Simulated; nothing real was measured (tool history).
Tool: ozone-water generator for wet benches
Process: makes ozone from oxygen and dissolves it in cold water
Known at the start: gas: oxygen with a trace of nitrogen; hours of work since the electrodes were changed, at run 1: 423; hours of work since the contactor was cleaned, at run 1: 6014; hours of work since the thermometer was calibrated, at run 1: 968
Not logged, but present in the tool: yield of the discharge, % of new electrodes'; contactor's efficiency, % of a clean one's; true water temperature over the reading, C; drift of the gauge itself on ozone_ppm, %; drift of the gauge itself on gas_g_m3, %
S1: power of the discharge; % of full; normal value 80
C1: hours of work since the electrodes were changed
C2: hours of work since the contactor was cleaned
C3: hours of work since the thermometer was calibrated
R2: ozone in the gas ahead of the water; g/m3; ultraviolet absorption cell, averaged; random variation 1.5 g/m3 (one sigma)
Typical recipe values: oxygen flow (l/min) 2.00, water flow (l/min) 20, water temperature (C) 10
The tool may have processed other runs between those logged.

{"run": 1, "hour": 0.0, "S1": 80, "oxygen flow (l/min)": 2.0, "water flow (l/min)": 20, "water temperature (C)": 10, "C1": 423, "C2": 6014, "C3": 968, "dissolved ozone (ppm)": 19.6, "R2": 283.3}
{"run": 2, "hour": 34.9, "S1": 80, "oxygen flow (l/min)": 1.51, "water flow (l/min)": 20, "water temperature (C)": 10, "C1": 457, "C2": 6048, "C3": 1003, "dissolved ozone (ppm)": 18.0, "R2": 332.3}
{"hour": 55.9, "done": "contactor cleaned"}
{"run": 3, "hour": 75.6, "S1": 80, "oxygen flow (l/min)": 2.0, "water flow (l/min)": 20, "water temperature (C)": 14, "C1": 493, "C2": 19, "C3": 1039, "dissolved ozone (ppm)": 19.3, "R2": 289.1}
{"run": 4, "hour": 130.4, "S1": 80, "oxygen flow (l/min)": 2.0, "water flow (l/min)": 20, "water temperature (C)": 14, "C1": 547, "C2": 73, "C3": 1092, "dissolved ozone (ppm)": 19.4, "R2": 288.6}
{"run": 5, "hour": 176.7, "S1": 80, "oxygen flow (l/min)": 2.0, "water flow (l/min)": 21, "water temperature (C)": 14, "C1": 592, "C2": 118, "C3": 1138, "dissolved ozone (ppm)": 18.2, "R2": 289.9}
{"run": 6, "hour": 233.1, "S1": 80, "oxygen flow (l/min)": 2.0, "water flow (l/min)": 21, "water temperature (C)": 14, "C1": 648, "C2": 174, "C3": 1193, "dissolved ozone (ppm)": 18.0, "R2": 287.8}
{"run": 7, "hour": 269.8, "S1": 80, "oxygen flow (l/min)": 2.0, "water flow (l/min)": 21, "water temperature (C)": 14, "C1": 684, "C2": 210, "C3": 1229, "dissolved ozone (ppm)": 18.2, "R2": 288.0}
{"run": 8, "hour": 325.4, "S1": 80, "oxygen flow (l/min)": 2.0, "water flow (l/min)": 21, "water temperature (C)": 14, "C1": 738, "C2": 264, "C3": 1284, "dissolved ozone (ppm)": 18.1, "R2": 288.7}
{"run": 9, "hour": 387.4, "S1": 80, "oxygen flow (l/min)": 2.0, "water flow (l/min)": 21, "water temperature (C)": 14, "C1": 799, "C2": 325, "C3": 1344, "dissolved ozone (ppm)": 18.3, "R2": 289.0}
{"run": 10, "hour": 445.4, "S1": 80, "oxygen flow (l/min)": 2.0, "water flow (l/min)": 20, "water temperature (C)": 10, "C1": 856, "C2": 382, "C3": 1401, "dissolved ozone (ppm)": 19.6, "R2": 288.4}
{"run": 11, "hour": 505.5, "S1": 80, "oxygen flow (l/min)": 2.0, "water flow (l/min)": 20, "water temperature (C)": 10, "C1": 915, "C2": 441, "C3": 1460, "dissolved ozone (ppm)": 19.7, "R2": 289.1}
{"run": 12, "hour": 535.7, "S1": 80, "oxygen flow (l/min)": 2.0, "water flow (l/min)": 20, "water temperature (C)": 10, "C1": 944, "C2": 470, "C3": 1490, "dissolved ozone (ppm)": 19.7, "R2": 290.6}
{"run": 13, "hour": 602.1, "S1": 80, "oxygen flow (l/min)": 2.0, "water flow (l/min)": 20, "water temperature (C)": 10, "C1": 1009, "C2": 535, "C3": 1555, "dissolved ozone (ppm)": 19.5, "R2": 292.1}
{"run": 14, "hour": 667.2, "S1": 80, "oxygen flow (l/min)": 2.0, "water flow (l/min)": 20, "water temperature (C)": 10, "C1": 1073, "C2": 599, "C3": 1619, "dissolved ozone (ppm)": 19.9, "R2": 289.1}
{"run": 15, "hour": 734.9, "S1": 80, "oxygen flow (l/min)": 2.0, "water flow (l/min)": 20, "water temperature (C)": 10, "C1": 1140, "C2": 666, "C3": 1685, "dissolved ozone (ppm)": 19.4, "R2": 288.3}
{"run": 16, "hour": 788.7, "S1": 80, "oxygen flow (l/min)": 2.0, "water flow (l/min)": 20, "water temperature (C)": 10, "C1": 1192, "C2": 718, "C3": 1738, "dissolved ozone (ppm)": 19.7, "R2": 288.6}
{"run": 17, "hour": 841.5, "S1": 80, "oxygen flow (l/min)": 2.0, "water flow (l/min)": 20, "water temperature (C)": 10, "C1": 1244, "C2": 770, "C3": 1790, "dissolved ozone (ppm)": 19.7, "R2": 291.5}
{"run": 18, "hour": 874.3, "S1": 80, "oxygen flow (l/min)": 2.0, "water flow (l/min)": 20, "water temperature (C)": 10, "C1": 1276, "C2": 802, "C3": 1822, "dissolved ozone (ppm)": 19.7, "R2": 291.8}
{"run": 19, "hour": 922.3, "S1": 84, "oxygen flow (l/min)": 2.0, "water flow (l/min)": 20, "water temperature (C)": 16, "C1": 1323, "C2": 849, "C3": 1869, "dissolved ozone (ppm)": 19.7, "R2": 303.0}
{"run": 20, "hour": 974.1, "S1": 54, "oxygen flow (l/min)": 1.19, "water flow (l/min)": 19, "water temperature (C)": 10, "C1": 1374, "C2": 900, "C3": 1920, "dissolved ozone (ppm)": 13.1, "R2": 287.0}
{"run": 21, "hour": 1019.9, "S1": 54, "oxygen flow (l/min)": 1.19, "water flow (l/min)": 23, "water temperature (C)": 12, "C1": 1419, "C2": 945, "C3": 1964, "dissolved ozone (ppm)": 10.5, "R2": 286.9}
{"run": 22, "hour": 1073.9, "S1": 54, "oxygen flow (l/min)": 1.19, "water flow (l/min)": 23, "water temperature (C)": 12, "C1": 1472, "C2": 998, "C3": 2017, "dissolved ozone (ppm)": 10.4, "R2": 288.0}
{"run": 23, "hour": 1109.6, "S1": 86, "oxygen flow (l/min)": 1.19, "water flow (l/min)": 23, "water temperature (C)": 12, "C1": 1507, "C2": 1033, "C3": 2052, "dissolved ozone (ppm)": 14.6, "R2": 395.5}
{"run": 24, "hour": 1167.6, "S1": 57, "oxygen flow (l/min)": 1.37, "water flow (l/min)": 14, "water temperature (C)": 9, "C1": 1564, "C2": 1090, "C3": 2109, "dissolved ozone (ppm)": 19.8, "R2": 281.3}
{"run": 25, "hour": 1205.5, "S1": 80, "oxygen flow (l/min)": 2.18, "water flow (l/min)": 20, "water temperature (C)": 6, "C1": 1601, "C2": 1127, "C3": 2146, "dissolved ozone (ppm)": 21.0, "R2": 279.5}
{"run": 26, "hour": 1239.7, "S1": 44, "oxygen flow (l/min)": 2.0, "water flow (l/min)": 20, "water temperature (C)": 10, "C1": 1635, "C2": 1161, "C3": 2180, "dissolved ozone (ppm)": 12.9, "R2": 190.5}
{"run": 27, "hour": 1301.4, "S1": 44, "oxygen flow (l/min)": 2.68, "water flow (l/min)": 28, "water temperature (C)": 14, "C1": 1695, "C2": 1221, "C3": 2240, "dissolved ozone (ppm)": 9.4, "R2": 165.5}
{"run": 28, "hour": 1339.1, "S1": 80, "oxygen flow (l/min)": 2.44, "water flow (l/min)": 18, "water temperature (C)": 6, "C1": 1732, "C2": 1258, "C3": 2277, "dissolved ozone (ppm)": 24.0, "R2": 264.4}
{"run": 29, "hour": 1401.7, "S1": 80, "oxygen flow (l/min)": 2.44, "water flow (l/min)": 18, "water temperature (C)": 6, "C1": 1793, "C2": 1319, "C3": 2339, "dissolved ozone (ppm)": 23.6, "R2": 265.9}
{"run": 30, "hour": 1452.1, "S1": 69, "oxygen flow (l/min)": 2.44, "water flow (l/min)": 25, "water temperature (C)": 10, "C1": 1843, "C2": 1369, "C3": 2388, "dissolved ozone (ppm)": 14.9, "R2": 240.3}
{"run": 31, "hour": 1483.9, "S1": 69, "oxygen flow (l/min)": 2.44, "water flow (l/min)": 25, "water temperature (C)": 10, "C1": 1874, "C2": 1400, "C3": 2419, "dissolved ozone (ppm)": 14.6, "R2": 240.4}
{"run": 32, "hour": 1529.1, "S1": 69, "oxygen flow (l/min)": 2.1, "water flow (l/min)": 21, "water temperature (C)": 15, "C1": 1918, "C2": 1444, "C3": 2464, "dissolved ozone (ppm)": 16.6, "R2": 259.1}
{"run": 33, "hour": 1577.4, "S1": 80, "oxygen flow (l/min)": 2.0, "water flow (l/min)": 23, "water temperature (C)": 10, "C1": 1966, "C2": 1492, "C3": 2511, "dissolved ozone (ppm)": 16.9, "R2": 296.9}
{"run": 34, "hour": 1637.0, "S1": 80, "oxygen flow (l/min)": 2.28, "water flow (l/min)": 14, "water temperature (C)": 10, "C1": 2024, "C2": 1550, "C3": 2569, "dissolved ozone (ppm)": 28.7, "R2": 278.5}

Below, some changes in R2 between adjacent runs. For each, the amount present without the hidden state too (settings, incoming material, random variation) and the amount remaining for the hidden state with gauge scatter not shared by both compared results:
Run 22 -> 23: S1 54 -> 86. R2 +107.5 g/m3: hidden state +2.1, all else +105.4.
Run 23 -> 24: S1 86 -> 57, oxygen flow (l/min) 1.19 -> 1.37, water flow (l/min) 23 -> 14, water temperature (C) 12 -> 9. R2 -114.2 g/m3: hidden state -1.7, all else -112.5.
Run 27 -> 28: S1 44 -> 80, oxygen flow (l/min) 2.68 -> 2.44, water flow (l/min) 28 -> 18, water temperature (C) 14 -> 6. R2 +98.9 g/m3: hidden state +2.3, all else +96.6.
